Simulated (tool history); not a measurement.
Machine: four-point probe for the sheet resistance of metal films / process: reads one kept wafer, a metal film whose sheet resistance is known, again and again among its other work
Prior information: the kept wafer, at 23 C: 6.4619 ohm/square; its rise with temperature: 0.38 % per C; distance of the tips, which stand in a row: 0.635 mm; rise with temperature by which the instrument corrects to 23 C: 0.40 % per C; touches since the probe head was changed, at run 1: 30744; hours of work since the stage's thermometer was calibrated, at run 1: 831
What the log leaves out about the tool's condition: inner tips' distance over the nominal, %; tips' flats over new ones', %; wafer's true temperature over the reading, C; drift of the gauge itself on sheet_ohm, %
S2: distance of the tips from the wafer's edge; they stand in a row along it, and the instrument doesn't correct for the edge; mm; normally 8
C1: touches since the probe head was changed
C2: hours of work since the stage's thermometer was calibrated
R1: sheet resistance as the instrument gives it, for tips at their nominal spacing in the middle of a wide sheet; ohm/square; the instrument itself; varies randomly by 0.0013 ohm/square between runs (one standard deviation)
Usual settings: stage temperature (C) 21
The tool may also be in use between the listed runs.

{"run": 1, "hour": 0.0, "stage temperature (C)": 21, "S2": 8, "C1": 30744, "C2": 831, "R1": 6.537081}
{"run": 2, "hour": 82.0, "stage temperature (C)": 27, "S2": 8, "C1": 34942, "C2": 883, "R1": 6.526448}
{"run": 3, "hour": 153.9, "stage temperature (C)": 27, "S2": 8, "C1": 38620, "C2": 928, "R1": 6.528366}
{"run": 4, "hour": 256.7, "stage temperature (C)": 27, "S2": 8, "C1": 43880, "C2": 994, "R1": 6.533917}
{"run": 5, "hour": 317.8, "stage temperature (C)": 30, "S2": 8, "C1": 47007, "C2": 1033, "R1": 6.530076}
{"run": 6, "hour": 372.3, "stage temperature (C)": 21, "S2": 8, "C1": 49799, "C2": 1067, "R1": 6.543515}
{"run": 7, "hour": 463.3, "stage temperature (C)": 28, "S2": 8, "C1": 54453, "C2": 1125, "R1": 6.53613}
{"run": 8, "hour": 545.4, "stage temperature (C)": 28, "S2": 8, "C1": 58657, "C2": 1177, "R1": 6.536883}
{"run": 9, "hour": 632.8, "stage temperature (C)": 23, "S2": 33, "C1": 63126, "C2": 1233, "R1": 6.52336}
{"run": 10, "hour": 712.8, "stage temperature (C)": 22, "S2": 8, "C1": 67224, "C2": 1284, "R1": 6.546442}
{"run": 11, "hour": 798.2, "stage temperature (C)": 19, "S2": 4, "C1": 71592, "C2": 1338, "R1": 6.616305}
{"hour": 832.3, "done": "stage's thermometer calibrated"}
{"run": 12, "hour": 881.9, "stage temperature (C)": 30, "S2": 4, "C1": 75849, "C2": 32, "R1": 6.596983}
{"run": 13, "hour": 930.2, "stage temperature (C)": 25, "S2": 3, "C1": 78323, "C2": 62, "R1": 6.670927}
{"run": 14, "hour": 1042.2, "stage temperature (C)": 29, "S2": 9, "C1": 84057, "C2": 133, "R1": 6.532491}
{"run": 15, "hour": 1104.2, "stage temperature (C)": 31, "S2": 9, "C1": 87228, "C2": 173, "R1": 6.532722}
{"run": 16, "hour": 1151.0, "stage temperature (C)": 21, "S2": 37, "C1": 89622, "C2": 203, "R1": 6.530696}

What if the next run were any one of these 4? Each begins from the tool's condition after run 16:
{"run": "A", "hour": 1234.3, "stage temperature (C)": 24, "S2": 72, "C1": 93883, "C2": 255, "R1": "?"}
{"run": "B", "hour": 1234.3, "stage temperature (C)": 29, "S2": 38, "C1": 93883, "C2": 255, "R1": "?"}
{"run": "C", "hour": 1234.3, "stage temperature (C)": 24, "S2": 10, "C1": 93883, "C2": 255, "R1": "?"}
{"run": "D", "hour": 1234.3, "stage temperature (C)": 20, "S2": 8, "C1": 93883, "C2": 255, "R1": "?"}

run=A R1=6.524641
run=B R1=6.518594
run=C R1=6.538572
run=D R1=6.550279
Had the tool no hidden state, the same runs would have come out as:
run=A R1=6.46184
run=B R1=6.455899
run=C R1=6.475647
run=D R1=6.487207

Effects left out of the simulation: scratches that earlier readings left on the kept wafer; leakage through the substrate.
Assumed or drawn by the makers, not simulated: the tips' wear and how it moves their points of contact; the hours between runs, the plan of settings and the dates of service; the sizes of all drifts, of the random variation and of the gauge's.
